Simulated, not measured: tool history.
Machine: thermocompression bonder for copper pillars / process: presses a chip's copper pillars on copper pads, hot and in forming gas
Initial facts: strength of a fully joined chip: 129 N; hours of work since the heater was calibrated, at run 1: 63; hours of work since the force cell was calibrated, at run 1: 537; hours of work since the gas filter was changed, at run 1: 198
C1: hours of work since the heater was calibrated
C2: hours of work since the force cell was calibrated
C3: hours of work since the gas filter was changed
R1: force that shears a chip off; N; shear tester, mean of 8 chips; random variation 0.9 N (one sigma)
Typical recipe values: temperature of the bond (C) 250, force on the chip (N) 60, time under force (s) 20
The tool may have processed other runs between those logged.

run 1 hour=0 | temperature_of_the_bond_(C)=250 force_on_the_chip_(N)=60 time_under_force_(s)=20 | C1=63 C2=537 C3=198 | R1=77.2
run 2 hour=11.3 | temperature_of_the_bond_(C)=250 force_on_the_chip_(N)=60 time_under_force_(s)=20 | C1=68 C2=542 C3=204 | R1=73.6
run 3 hour=20.9 | temperature_of_the_bond_(C)=259 force_on_the_chip_(N)=60 time_under_force_(s)=20 | C1=73 C2=546 C3=208 | R1=81.2
run 4 hour=25.9 | temperature_of_the_bond_(C)=259 force_on_the_chip_(N)=60 time_under_force_(s)=32 | C1=75 C2=549 C3=210 | R1=93.3
run 5 hour=33.7 | temperature_of_the_bond_(C)=250 force_on_the_chip_(N)=62 time_under_force_(s)=20 | C1=79 C2=552 C3=214 | R1=78.2
run 6 hour=43.2 | temperature_of_the_bond_(C)=250 force_on_the_chip_(N)=60 time_under_force_(s)=36 | C1=83 C2=557 C3=218 | R1=90.6
run 7 hour=48.5 | temperature_of_the_bond_(C)=250 force_on_the_chip_(N)=60 time_under_force_(s)=36 | C1=85 C2=559 C3=221 | R1=88.8
run 8 hour=57.3 | temperature_of_the_bond_(C)=273 force_on_the_chip_(N)=60 time_under_force_(s)=20 | C1=89 C2=563 C3=225 | R1=88.6
run 9 hour=66.6 | temperature_of_the_bond_(C)=250 force_on_the_chip_(N)=60 time_under_force_(s)=20 | C1=94 C2=567 C3=229 | R1=76
run 10 hour=73.9 | temperature_of_the_bond_(C)=250 force_on_the_chip_(N)=60 time_under_force_(s)=20 | C1=97 C2=571 C3=232 | R1=75.6
run 11 hour=82.7 | temperature_of_the_bond_(C)=250 force_on_the_chip_(N)=60 time_under_force_(s)=20 | C1=101 C2=575 C3=236 | R1=75.7
run 12 hour=92 | temperature_of_the_bond_(C)=250 force_on_the_chip_(N)=60 time_under_force_(s)=20 | C1=105 C2=579 C3=241 | R1=75.6
run 13 hour=97.3 | temperature_of_the_bond_(C)=238 force_on_the_chip_(N)=60 time_under_force_(s)=20 | C1=108 C2=581 C3=243 | R1=67.5
run 14 hour=102.4 | temperature_of_the_bond_(C)=250 force_on_the_chip_(N)=60 time_under_force_(s)=20 | C1=110 C2=584 C3=246 | R1=75
run 15 hour=107.6 | temperature_of_the_bond_(C)=250 force_on_the_chip_(N)=60 time_under_force_(s)=20 | C1=113 C2=586 C3=248 | R1=76.4
run 16 hour=113 | temperature_of_the_bond_(C)=250 force_on_the_chip_(N)=60 time_under_force_(s)=20 | C1=115 C2=589 C3=250 | R1=76.7
run 17 hour=119.7 | temperature_of_the_bond_(C)=250 force_on_the_chip_(N)=60 time_under_force_(s)=20 | C1=118 C2=592 C3=253 | R1=76.5
run 18 hour=129.6 | temperature_of_the_bond_(C)=250 force_on_the_chip_(N)=60 time_under_force_(s)=20 | C1=123 C2=596 C3=258 | R1=76.5
run 19 hour=139.2 | temperature_of_the_bond_(C)=228 force_on_the_chip_(N)=50 time_under_force_(s)=11 | C1=127 C2=601 C3=262 | R1=40.9
run 20 hour=145.2 | temperature_of_the_bond_(C)=234 force_on_the_chip_(N)=50 time_under_force_(s)=11 | C1=130 C2=604 C3=265 | R1=43.6
run 21 hour=150.6 | temperature_of_the_bond_(C)=234 force_on_the_chip_(N)=50 time_under_force_(s)=11 | C1=132 C2=606 C3=268 | R1=46.2
run 22 hour=157.4 | temperature_of_the_bond_(C)=277 force_on_the_chip_(N)=88 time_under_force_(s)=20 | C1=135 C2=609 C3=271 | R1=111.5
run 23 hour=168.4 | temperature_of_the_bond_(C)=250 force_on_the_chip_(N)=76 time_under_force_(s)=20 | C1=141 C2=614 C3=276 | R1=88.8
run 24 hour=179.3 | temperature_of_the_bond_(C)=248 force_on_the_chip_(N)=42 time_under_force_(s)=45 | C1=146 C2=619 C3=281 | R1=72.6
run 25 hour=184.5 | temperature_of_the_bond_(C)=248 force_on_the_chip_(N)=42 time_under_force_(s)=45 | C1=148 C2=622 C3=283 | R1=75.2

What does the tool deliver on the next run?
run 26 hour=195.2 | temperature_of_the_bond_(C)=264 force_on_the_chip_(N)=59 time_under_force_(s)=12 | C1=153 C2=627 C3=288 | R1=?

{"run 26": {"R1": 71.1}}
Were there no unlogged condition in the tool, this run, its random variation unchanged, would have produced R1 70.6 N.
